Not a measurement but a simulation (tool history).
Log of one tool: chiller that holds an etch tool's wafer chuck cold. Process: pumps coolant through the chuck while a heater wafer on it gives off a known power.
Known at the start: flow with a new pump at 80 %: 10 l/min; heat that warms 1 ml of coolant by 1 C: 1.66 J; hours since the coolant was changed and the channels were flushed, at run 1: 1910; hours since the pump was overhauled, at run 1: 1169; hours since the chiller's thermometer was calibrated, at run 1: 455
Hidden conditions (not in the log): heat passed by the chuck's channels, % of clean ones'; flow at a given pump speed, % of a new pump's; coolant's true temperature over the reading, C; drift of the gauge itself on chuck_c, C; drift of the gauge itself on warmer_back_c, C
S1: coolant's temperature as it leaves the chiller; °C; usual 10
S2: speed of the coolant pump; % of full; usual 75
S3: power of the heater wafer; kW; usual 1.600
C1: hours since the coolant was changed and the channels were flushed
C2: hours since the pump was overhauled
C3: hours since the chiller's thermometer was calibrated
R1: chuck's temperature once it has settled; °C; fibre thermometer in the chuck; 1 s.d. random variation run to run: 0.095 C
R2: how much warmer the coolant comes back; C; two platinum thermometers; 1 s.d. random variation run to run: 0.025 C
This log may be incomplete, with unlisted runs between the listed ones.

{"run": 1, "hour": 0.0, "S1": 10, "S2": 75, "S3": 1.6, "C1": 1910, "C2": 1169, "C3": 455, "R1": 21.89, "R2": 6.18}
{"run": 2, "hour": 123.6, "S1": 9, "S2": 75, "S3": 1.6, "C1": 2033, "C2": 1293, "C3": 579, "R1": 20.97, "R2": 6.16}
{"run": 3, "hour": 244.1, "S1": 9, "S2": 75, "S3": 1.6, "C1": 2154, "C2": 1413, "C3": 700, "R1": 21.01, "R2": 6.17}
{"run": 4, "hour": 372.7, "S1": 9, "S2": 75, "S3": 1.6, "C1": 2282, "C2": 1542, "C3": 828, "R1": 21.04, "R2": 6.21}
{"run": 5, "hour": 472.8, "S1": 10, "S2": 75, "S3": 1.6, "C1": 2383, "C2": 1642, "C3": 928, "R1": 22.02, "R2": 6.14}
{"run": 6, "hour": 578.8, "S1": 10, "S2": 75, "S3": 1.6, "C1": 2489, "C2": 1748, "C3": 1034, "R1": 21.84, "R2": 6.15}
{"run": 7, "hour": 694.0, "S1": 10, "S2": 62, "S3": 1.6, "C1": 2604, "C2": 1863, "C3": 1149, "R1": 23.78, "R2": 7.5}
{"run": 8, "hour": 776.1, "S1": 8, "S2": 75, "S3": 1.6, "C1": 2686, "C2": 1945, "C3": 1232, "R1": 19.86, "R2": 6.18}
{"run": 9, "hour": 873.6, "S1": 8, "S2": 75, "S3": 1.6, "C1": 2783, "C2": 2043, "C3": 1329, "R1": 19.98, "R2": 6.18}
{"run": 10, "hour": 993.8, "S1": 8, "S2": 75, "S3": 1.6, "C1": 2904, "C2": 2163, "C3": 1449, "R1": 20.04, "R2": 6.15}
{"run": 11, "hour": 1089.4, "S1": 8, "S2": 75, "S3": 1.6, "C1": 2999, "C2": 2258, "C3": 1545, "R1": 20.1, "R2": 6.17}
{"run": 12, "hour": 1209.4, "S1": 8, "S2": 75, "S3": 1.6, "C1": 3119, "C2": 2378, "C3": 1665, "R1": 19.91, "R2": 6.21}
{"run": 13, "hour": 1329.9, "S1": 8, "S2": 75, "S3": 1.6, "C1": 3240, "C2": 2499, "C3": 1785, "R1": 19.91, "R2": 6.15}
{"run": 14, "hour": 1422.4, "S1": 8, "S2": 75, "S3": 1.6, "C1": 3332, "C2": 2591, "C3": 1878, "R1": 19.97, "R2": 6.16}
{"run": 15, "hour": 1535.3, "S1": 3, "S2": 75, "S3": 1.6, "C1": 3445, "C2": 2704, "C3": 1991, "R1": 14.97, "R2": 6.2}
{"run": 16, "hour": 1643.2, "S1": 10, "S2": 75, "S3": 1.6, "C1": 3553, "C2": 2812, "C3": 2099, "R1": 21.93, "R2": 6.17}
{"run": 17, "hour": 1786.5, "S1": 15, "S2": 68, "S3": 1.217, "C1": 3696, "C2": 2956, "C3": 2242, "R1": 24.81, "R2": 5.12}
{"run": 18, "hour": 1844.6, "S1": 15, "S2": 68, "S3": 1.217, "C1": 3754, "C2": 3014, "C3": 2300, "R1": 24.82, "R2": 5.18}
{"run": 19, "hour": 1966.6, "S1": 15, "S2": 68, "S3": 1.217, "C1": 3876, "C2": 3136, "C3": 2422, "R1": 24.9, "R2": 5.16}
{"run": 20, "hour": 2029.6, "S1": 15, "S2": 68, "S3": 1.217, "C1": 3939, "C2": 3199, "C3": 2485, "R1": 24.95, "R2": 5.15}
{"run": 21, "hour": 2171.4, "S1": 1, "S2": 69, "S3": 1.217, "C1": 4081, "C2": 3340, "C3": 2627, "R1": 10.78, "R2": 5.15}
{"run": 22, "hour": 2272.3, "S1": 19, "S2": 75, "S3": 1.283, "C1": 4182, "C2": 3441, "C3": 2728, "R1": 28.54, "R2": 4.92}
{"run": 23, "hour": 2392.9, "S1": 19, "S2": 75, "S3": 1.283, "C1": 4303, "C2": 3562, "C3": 2848, "R1": 28.36, "R2": 4.93}
{"run": 24, "hour": 2524.8, "S1": 2, "S2": 82, "S3": 1.394, "C1": 4435, "C2": 3694, "C3": 2980, "R1": 11.72, "R2": 4.85}
{"run": 25, "hour": 2628.3, "S1": 9, "S2": 82, "S3": 1.351, "C1": 4538, "C2": 3797, "C3": 3084, "R1": 18.48, "R2": 4.74}
{"run": 26, "hour": 2744.5, "S1": 10, "S2": 75, "S3": 0.989, "C1": 4654, "C2": 3914, "C3": 3200, "R1": 17.33, "R2": 3.79}
{"run": 27, "hour": 2830.2, "S1": 10, "S2": 93, "S3": 1.6, "C1": 4740, "C2": 3999, "C3": 3286, "R1": 20.02, "R2": 5.04}
{"run": 28, "hour": 2941.8, "S1": 10, "S2": 64, "S3": 1.908, "C1": 4852, "C2": 4111, "C3": 3397, "R1": 26.06, "R2": 8.62}
{"run": 29, "hour": 3011.3, "S1": 10, "S2": 84, "S3": 1.908, "C1": 4921, "C2": 4180, "C3": 3467, "R1": 22.94, "R2": 6.57}
{"run": 30, "hour": 3074.0, "S1": 4, "S2": 75, "S3": 1.6, "C1": 4984, "C2": 4243, "C3": 3529, "R1": 15.92, "R2": 6.17}
{"run": 31, "hour": 3183.5, "S1": 14, "S2": 64, "S3": 1.6, "C1": 5093, "C2": 4352, "C3": 3639, "R1": 27.53, "R2": 7.28}

Forecast each of these 3 alternatives for the next run:
{"run": "A", "hour": 3261.9, "S1": 2, "S2": 65, "S3": 2.09, "C1": 5172, "C2": 4431, "C3": 3717, "R1": "?", "R2": "?"}
{"run": "B", "hour": 3261.9, "S1": 20, "S2": 74, "S3": 1.327, "C1": 5172, "C2": 4431, "C3": 3717, "R1": "?", "R2": "?"}
{"run": "C", "hour": 3261.9, "S1": 1, "S2": 64, "S3": 2.214, "C1": 5172, "C2": 4431, "C3": 3717, "R1": "?", "R2": "?"}

run=A R1=19.60 R2=9.31
run=B R1=29.96 R2=5.20
run=C R1=19.64 R2=10.04
With no hidden state in the tool, these same runs would have given:
run=A R1=19.54 R2=9.29
run=B R1=29.93 R2=5.20
run=C R1=19.58 R2=10.03
